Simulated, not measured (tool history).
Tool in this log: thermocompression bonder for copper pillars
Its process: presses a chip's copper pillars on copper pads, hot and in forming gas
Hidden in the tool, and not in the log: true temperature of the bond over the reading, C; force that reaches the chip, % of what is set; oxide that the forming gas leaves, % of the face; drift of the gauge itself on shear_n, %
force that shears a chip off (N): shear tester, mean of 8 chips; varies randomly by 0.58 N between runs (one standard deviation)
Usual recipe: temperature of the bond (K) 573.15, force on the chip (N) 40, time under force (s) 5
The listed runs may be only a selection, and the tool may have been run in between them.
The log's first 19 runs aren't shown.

run,hour,temperature of the bond (K),force on the chip (N),time under force (s),hours of work since the heater was calibrated,hours of work since the force cell was calibrated,hours of work since the gas filter was changed,force that shears a chip off (N)
20,196.9,560.15,40,5,1075,349,250,65.3
21,203.9,560.15,40,5,1080,354,256,65.9
22,216.2,582.15,26,3,1089,363,265,43.6
23,226.1,599.15,40,7,1097,371,272,86.9
24,241.1,599.15,40,7,1108,382,283,88.6
25,253.9,596.15,30,10,1117,392,293,79.5
26,260.5,596.15,30,10,1122,396,298,78.3
27,273.6,582.15,30,9,1132,406,308,70.4
28,282.5,582.15,30,9,1139,413,314,71.2
29,295.1,573.15,27,5,1148,422,324,50.0
# hour 300.8: forming gas filter changed
30,303.0,554.15,50,4,1154,428,2,77.6
31,317.5,578.15,38,7,1165,439,12,85.6
32,328.4,577.15,38,3,1173,447,21,67.2
33,342.3,585.15,38,3,1183,457,31,70.2
34,353.4,585.15,38,3,1192,466,39,69.7
# hour 368.4: heater calibrated with a thermocouple chip
35,369.2,601.15,40,3,1,476,50,73.2
36,381.3,571.15,42,9,10,485,59,84.1
37,396.8,573.15,43,5,21,497,70,74.4
38,405.2,573.15,43,5,28,503,77,74.9
39,418.8,573.15,53,15,38,513,87,105.4

What if the next run were any one of these 3? Each begins from the tool's condition after run 39:
A,426.4,600.15,55,3,43,519,93,?
B,426.4,586.15,39,5,43,519,93,?
C,426.4,562.15,29,3,43,519,93,?

run,force that shears a chip off (N)
A,90.2
B,75.0
C,39.6
Take away the tool's hidden state, keep each run's random variation, and the runs would have read:
run,force that shears a chip off (N)
A,95.1
B,79.5
C,42.4
